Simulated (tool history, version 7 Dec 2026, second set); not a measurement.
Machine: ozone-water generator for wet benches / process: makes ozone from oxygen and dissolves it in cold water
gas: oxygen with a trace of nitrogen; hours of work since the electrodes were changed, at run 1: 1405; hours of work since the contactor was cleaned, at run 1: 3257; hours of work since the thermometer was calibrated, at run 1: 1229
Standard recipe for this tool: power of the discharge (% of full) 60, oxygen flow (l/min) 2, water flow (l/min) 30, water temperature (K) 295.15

| run | hour | power of the discharge (% of full) | oxygen flow (l/min) | water flow (l/min) | water temperature (K) | hours of work since the electrodes were changed | hours of work since the contactor was cleaned | hours of work since the thermometer was calibrated | dissolved ozone (ppm) | ozone in the gas ahead of the water (g/m3) |
|---|---|---|---|---|---|---|---|---|---|---|
| 1 | 0 | 60 | 2 | 30 | 295.15 | 1405 | 3257 | 1229 | 7.3 | 169.5 |
| 2 | 104.4 | 60 | 2 | 30 | 295.15 | 1507 | 3359 | 1330 | 7.3 | 166.5 |
| 3 | 162.6 | 60 | 2 | 30 | 295.15 | 1563 | 3415 | 1387 | 7.1 | 168.4 |
| 4 | 250.7 | 60 | 3.49 | 30 | 295.15 | 1649 | 3501 | 1473 | 8.8 | 141.3 |
| 5 | 299.8 | 60 | 3.49 | 30 | 295.15 | 1696 | 3549 | 1520 | 9 | 142.5 |
| 6 | 350.3 | 60 | 2 | 30 | 295.15 | 1746 | 3598 | 1569 | 6.9 | 167.5 |
| 7 | 402.4 | 60 | 2 | 30 | 295.15 | 1796 | 3648 | 1620 | 6.9 | 170.2 |
| 8 | 489.6 | 60 | 2 | 30 | 295.15 | 1881 | 3733 | 1705 | 7.2 | 169 |
|  | 499.9 | water thermometer calibrated |
| 9 | 581.4 | 60 | 2 | 27 | 298.15 | 1970 | 3822 | 79 | 7.8 | 168 |
| 10 | 635.1 | 60 | 2 | 27 | 298.15 | 2022 | 3874 | 131 | 7.8 | 168.4 |
| 11 | 688.1 | 60 | 2 | 27 | 298.15 | 2074 | 3926 | 183 | 7.7 | 168 |

What if the next run were any one of these 5? Each begins from the tool's condition after run 11:
| A | 763.1 | 60 | 2 | 38 | 301.15 | 2146 | 3998 | 256 | ? | ? |
| B | 763.1 | 60 | 3.45 | 46 | 298.15 | 2146 | 3998 | 256 | ? | ? |
| C | 763.1 | 42 | 2 | 31 | 298.15 | 2146 | 3998 | 256 | ? | ? |
| D | 763.1 | 75 | 2 | 45 | 296.15 | 2146 | 3998 | 256 | ? | ? |
| E | 763.1 | 48 | 2 | 20 | 298.15 | 2146 | 3998 | 256 | ? | ? |

| run | dissolved ozone (ppm) | ozone in the gas ahead of the water (g/m3) |
|---|---|---|
| A | 5.2 | 168.9 |
| B | 5.5 | 139.5 |
| C | 5.8 | 140.7 |
| D | 4.8 | 186.9 |
| E | 9.4 | 150.9 |
Take away the tool's hidden state, keep each run's random variation, and the runs would have read:
| run | dissolved ozone (ppm) | ozone in the gas ahead of the water (g/m3) |
|---|---|---|
| A | 5.6 | 174.5 |
| B | 5.9 | 144.1 |
| C | 6.1 | 144.4 |
| D | 5.1 | 193.9 |
| E | 9.9 | 155.3 |
